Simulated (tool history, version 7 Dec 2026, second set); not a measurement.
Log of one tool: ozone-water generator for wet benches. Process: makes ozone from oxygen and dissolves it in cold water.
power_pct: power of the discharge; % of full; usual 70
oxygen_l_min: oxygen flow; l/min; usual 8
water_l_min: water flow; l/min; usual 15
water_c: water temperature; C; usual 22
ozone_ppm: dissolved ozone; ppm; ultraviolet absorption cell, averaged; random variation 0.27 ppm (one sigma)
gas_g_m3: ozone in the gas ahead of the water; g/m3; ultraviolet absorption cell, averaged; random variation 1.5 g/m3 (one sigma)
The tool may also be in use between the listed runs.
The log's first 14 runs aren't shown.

| run | day | power_pct | oxygen_l_min | water_l_min | water_c | hours of work since the electrodes were changed | hours of work since the contactor was cleaned | hours of work since the thermometer was calibrated | ozone_ppm | gas_g_m3 |
|---|---|---|---|---|---|---|---|---|---|---|
| 15 | 30.825 | 70 | 8 | 15 | 22 | 2454 | 392 | 421 | 36.8 | 244.7 |
| 16 | 32.95 | 70 | 8 | 15 | 22 | 2490 | 428 | 458 | 37.4 | 247 |
| 17 | 35.404 | 70 | 8 | 15 | 27 | 2533 | 471 | 500 | 32.7 | 246.7 |
| 18 | 37.092 | 70 | 8 | 15 | 27 | 2562 | 500 | 530 | 33 | 243.9 |
| 19 | 38.938 | 70 | 8 | 15 | 27 | 2593 | 532 | 561 | 32.8 | 242.9 |
| 20 | 40.925 | 70 | 8 | 15 | 27 | 2628 | 566 | 596 | 33.1 | 243.4 |
| 21 | 42.879 | 88 | 7.1 | 22 | 26 | 2661 | 600 | 629 | 32.7 | 303.8 |
| 22 | 44.346 | 54 | 12.47 | 22 | 26 | 2687 | 625 | 655 | 21.9 | 168 |
| 23 | 47.004 | 54 | 12.47 | 22 | 26 | 2733 | 671 | 701 | 22.2 | 166.5 |
| 24 | 49.517 | 54 | 12.47 | 18 | 26 | 2776 | 714 | 744 | 23.8 | 165.3 |
| 25 | 50.833 | 54 | 12.47 | 18 | 23 | 2799 | 737 | 767 | 25.6 | 168.1 |
| 26 | 53.3 | 54 | 12.47 | 18 | 23 | 2841 | 779 | 809 | 25.9 | 167.7 |
| 27 | 54.858 | 87 | 5.03 | 15 | 22 | 2868 | 806 | 836 | 42.7 | 342.5 |
| 28 | 56.629 | 87 | 5.03 | 15 | 22 | 2899 | 837 | 867 | 42.8 | 340.8 |
| 29 | 59.292 | 42 | 7.42 | 24 | 17 | 2945 | 883 | 912 | 19.9 | 166.7 |
| 30 | 61.233 | 46 | 8.48 | 23 | 25 | 2978 | 916 | 946 | 19.2 | 169.6 |
| 31 | 63.233 | 70 | 5.44 | 15 | 22 | 3013 | 951 | 980 | 35.6 | 279.9 |
| 32 | 66.3 | 70 | 12.98 | 15 | 29 | 3065 | 1004 | 1033 | 28.8 | 197 |
| 33 | 68.283 | 57 | 8 | 17 | 15 | 3100 | 1038 | 1068 | 32.4 | 203.6 |

3 ways to go on from here, each from the tool as it stands after run 33. What would each give?
| A | 69.688 | 59 | 8 | 17 | 16 | 3124 | 1062 | 1092 | ? | ? |
| B | 69.688 | 70 | 7.75 | 14 | 22 | 3124 | 1062 | 1092 | ? | ? |
| C | 69.688 | 51 | 8 | 17 | 15 | 3124 | 1062 | 1092 | ? | ? |

| run | ozone_ppm | gas_g_m3 |
|---|---|---|
| A | 32.9 | 208.4 |
| B | 36.8 | 241.8 |
| C | 29.9 | 185.5 |
Without the tool's hidden state the same runs would have given:
| run | ozone_ppm | gas_g_m3 |
|---|---|---|
| A | 37.7 | 234 |
| B | 43 | 276.5 |
| C | 33.7 | 204.9 |
